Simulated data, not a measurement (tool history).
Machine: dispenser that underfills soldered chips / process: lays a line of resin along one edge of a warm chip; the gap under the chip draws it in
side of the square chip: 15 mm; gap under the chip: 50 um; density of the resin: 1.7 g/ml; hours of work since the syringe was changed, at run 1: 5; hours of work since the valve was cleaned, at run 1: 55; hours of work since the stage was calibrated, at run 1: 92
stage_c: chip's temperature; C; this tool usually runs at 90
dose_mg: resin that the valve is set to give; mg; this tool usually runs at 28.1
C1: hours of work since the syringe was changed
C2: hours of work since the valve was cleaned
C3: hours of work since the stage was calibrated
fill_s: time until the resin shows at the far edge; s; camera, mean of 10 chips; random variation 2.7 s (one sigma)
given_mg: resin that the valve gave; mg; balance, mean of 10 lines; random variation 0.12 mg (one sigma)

Run 1, hour 0.0: usual settings; C1 5; C2 55; C3 92. Result: fill_s 313.0 s, given_mg 27.46 mg.
Run 2, hour 2.9: usual settings but dose_mg 31.3 mg; C1 7; C2 57; C3 94. Result: fill_s 343.6 s, given_mg 30.59 mg.
At hour 8.2: new syringe of resin.
Run 3, hour 8.8: usual settings but stage_c 85 C, dose_mg 31.3 mg; C1 0; C2 61; C3 98. Result: fill_s 344.6 s, given_mg 30.23 mg.
Run 4, hour 11.9: usual settings but dose_mg 25.5 mg; C1 3; C2 63; C3 100. Result: fill_s 307.3 s, given_mg 24.77 mg.
Run 5, hour 17.6: usual settings but dose_mg 24.2 mg; C1 7; C2 67; C3 104. Result: fill_s 367.0 s, given_mg 23.63 mg.
At hour 23.1: new syringe of resin.
Run 6, hour 23.5: usual settings but dose_mg 24.2 mg; C1 0; C2 71; C3 108. Result: fill_s 280.0 s, given_mg 23.54 mg.
Run 7, hour 26.4: usual settings but dose_mg 24.2 mg; C1 2; C2 73; C3 110. Result: fill_s 306.6 s, given_mg 23.44 mg.
Run 8, hour 30.7: usual settings but dose_mg 26.8 mg; C1 6; C2 76; C3 113. Result: fill_s 330.6 s, given_mg 25.75 mg.
Run 9, hour 34.8: usual settings; C1 8; C2 79; C3 116. Result: fill_s 365.9 s, given_mg 27.19 mg.
At hour 38.0: new syringe of resin.
Run 10, hour 39.2: usual settings but dose_mg 35.3 mg; C1 1; C2 82; C3 119. Result: fill_s 273.1 s, given_mg 34.11 mg.
Run 11, hour 42.8: usual settings but dose_mg 35.3 mg; C1 4; C2 85; C3 122. Result: fill_s 302.4 s, given_mg 33.91 mg.
Run 12, hour 48.1: usual settings but dose_mg 35.3 mg; C1 7; C2 89; C3 126. Result: fill_s 341.2 s, given_mg 34.10 mg.
At hour 53.1: new syringe of resin.
Run 13, hour 53.4: usual settings but dose_mg 35.3 mg; C1 0; C2 92; C3 129. Result: fill_s 265.4 s, given_mg 33.48 mg.
Run 14, hour 56.8: usual settings but dose_mg 35.3 mg; C1 3; C2 95; C3 132. Result: fill_s 290.0 s, given_mg 33.45 mg.
At hour 58.7: dispensing valve cleaned and set on the balance.
Run 15, hour 61.3: usual settings but stage_c 94 C, dose_mg 35.3 mg; C1 5; C2 2; C3 134. Result: fill_s 266.4 s, given_mg 35.28 mg.
Run 16, hour 65.5: usual settings but stage_c 99 C, dose_mg 34.6 mg; C1 8; C2 5; C3 137. Result: fill_s 238.6 s, given_mg 34.45 mg.
At hour 68.9: new syringe of resin.
Run 17, hour 70.7: usual settings but stage_c 102 C, dose_mg 24.5 mg; C1 1; C2 8; C3 141. Result: fill_s 170.1 s, given_mg 24.32 mg.
Run 18, hour 76.2: usual settings but stage_c 81 C, dose_mg 26.0 mg; C1 5; C2 12; C3 145. Result: fill_s 520.0 s, given_mg 25.86 mg.
Run 19, hour 81.5: usual settings but stage_c 86 C, dose_mg 31.1 mg; C1 9; C2 16; C3 149. Result: fill_s 459.0 s, given_mg 30.86 mg.
At hour 83.7: new syringe of resin.
Run 20, hour 86.8: usual settings but stage_c 86 C, dose_mg 31.1 mg; C1 2; C2 20; C3 152. Result: fill_s 352.2 s, given_mg 30.99 mg.
Run 21, hour 90.4: usual settings but dose_mg 33.5 mg; C1 5; C2 23; C3 155. Result: fill_s 315.4 s, given_mg 32.97 mg.
Run 22, hour 95.5: usual settings but stage_c 81 C; C1 8; C2 26; C3 159. Result: fill_s 563.7 s, given_mg 28.08 mg.
At hour 98.8: new syringe of resin.
Run 23, hour 99.4: usual settings but stage_c 102 C, dose_mg 25.5 mg; C1 0; C2 29; C3 161. Result: fill_s 157.7 s, given_mg 25.28 mg.
Run 24, hour 102.5: usual settings but stage_c 102 C, dose_mg 25.5 mg; C1 3; C2 31; C3 164. Result: fill_s 174.7 s, given_mg 25.24 mg.
Run 25, hour 107.5: usual settings but stage_c 103 C, dose_mg 34.2 mg; C1 6; C2 35; C3 167. Result: fill_s 179.8 s, given_mg 33.65 mg.
Run 26, hour 112.6: usual settings but stage_c 103 C, dose_mg 34.2 mg; C1 10; C2 38; C3 171. Result: fill_s 209.4 s, given_mg 33.82 mg.
At hour 113.6: new syringe of resin.
Run 27, hour 115.9: usual settings but stage_c 103 C, dose_mg 34.2 mg; C1 2; C2 41; C3 173. Result: fill_s 152.4 s, given_mg 33.85 mg.
Run 28, hour 119.0: usual settings but stage_c 103 C, dose_mg 27.1 mg; C1 4; C2 43; C3 175. Result: fill_s 173.1 s, given_mg 26.75 mg.
Run 29, hour 123.2: usual settings but stage_c 92 C, dose_mg 24.6 mg; C1 7; C2 46; C3 178. Result: fill_s 324.8 s, given_mg 24.23 mg.

Below are 4 alternative next runs, each starting from the tool's condition after run 29. Predict each:
Run A, hour 127.6: usual settings but stage_c 88 C, dose_mg 30.9 mg; C1 10; C2 49; C3 182. Result: fill_s ?, given_mg ?.
Run B, hour 127.6: usual settings but stage_c 83 C, dose_mg 23.9 mg; C1 10; C2 49; C3 182. Result: fill_s ?, given_mg ?.
Run C, hour 127.6: usual settings but stage_c 104 C, dose_mg 28.2 mg; C1 10; C2 49; C3 182. Result: fill_s ?, given_mg ?.
Run D, hour 127.6: usual settings but stage_c 89 C, dose_mg 31.1 mg; C1 10; C2 49; C3 182. Result: fill_s ?, given_mg ?.

run  fill_s  given_mg
  A   426.8     30.36
  B   579.7     23.49
  C   208.6     27.72
  D   414.8     30.74
What these runs would have given with no unlogged condition in the tool:
run  fill_s  given_mg
  A   290.7     30.96
  B   393.2     23.95
  C   142.0     28.27
  D   282.6     31.34

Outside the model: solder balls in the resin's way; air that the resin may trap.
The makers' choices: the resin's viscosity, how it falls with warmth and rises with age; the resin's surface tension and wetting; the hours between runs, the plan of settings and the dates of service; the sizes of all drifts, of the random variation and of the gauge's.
